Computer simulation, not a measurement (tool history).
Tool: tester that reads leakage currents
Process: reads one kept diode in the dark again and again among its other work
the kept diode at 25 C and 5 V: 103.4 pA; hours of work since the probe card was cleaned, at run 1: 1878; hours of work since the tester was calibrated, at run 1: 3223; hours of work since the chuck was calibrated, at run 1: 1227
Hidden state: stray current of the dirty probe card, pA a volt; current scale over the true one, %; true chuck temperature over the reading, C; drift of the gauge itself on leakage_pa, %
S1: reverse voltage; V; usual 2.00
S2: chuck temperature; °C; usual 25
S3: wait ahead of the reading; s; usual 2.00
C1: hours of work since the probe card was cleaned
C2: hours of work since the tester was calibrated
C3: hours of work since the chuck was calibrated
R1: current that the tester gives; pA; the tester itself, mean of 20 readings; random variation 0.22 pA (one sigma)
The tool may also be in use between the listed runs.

run	hour	S1	S2	S3	C1	C2	C3	R1
1	0.0	2.00	25	2.00	1878	3223	1227	89.22
2	129.3	2.00	25	2.00	1952	3297	1300	90.44
# hour 262.1: chuck's temperature calibrated
3	297.5	2.00	25	2.00	2046	3391	20	75.35
4	531.7	2.00	25	2.00	2180	3525	154	77.45
5	788.3	2.00	25	1.08	2326	3671	300	78.92
6	900.4	2.00	25	1.08	2390	3735	364	79.63
7	1064.9	2.00	25	1.08	2484	3829	458	80.85
8	1226.3	2.00	25	1.08	2576	3921	550	82.19
9	1418.9	2.00	25	1.08	2686	4031	659	83.79
# hour 1441.3: tester calibrated
10	1595.0	6.17	36	2.00	2785	88	759	345.50
11	1736.8	6.17	36	2.00	2866	168	839	349.78
# hour 1879.6: tester calibrated, once more
12	1940.9	2.05	28	1.64	2981	35	955	111.71
# hour 2092.5: probe card cleaned and baked
13	2204.9	2.05	28	1.64	64	184	1103	108.36
14	2336.1	2.05	28	2.59	139	258	1178	109.95
15	2572.0	2.05	28	2.59	273	393	1313	111.83
# hour 2692.8: chuck's temperature calibrated
16	2770.3	2.05	25	0.50	385	505	44	73.90
17	2888.9	2.00	35	2.00	453	572	112	173.39

Forecast each of these 5 alternatives for the next run:
A	3135.7	1.68	41	1.27	593	713	252	?
B	3135.7	2.13	29	4.60	593	713	252	?
C	3135.7	2.00	46	2.00	593	713	252	?
D	3135.7	7.90	57	2.00	593	713	252	?
E	3135.7	2.00	60	2.00	593	713	252	?

run	R1
A	270.67
B	109.22
C	431.27
D	1752.14
E	1225.82
Without the tool's hidden state the same runs would have given:
run	R1
A	258.32
B	103.14
C	412.46
D	1679.94
E	1177.95
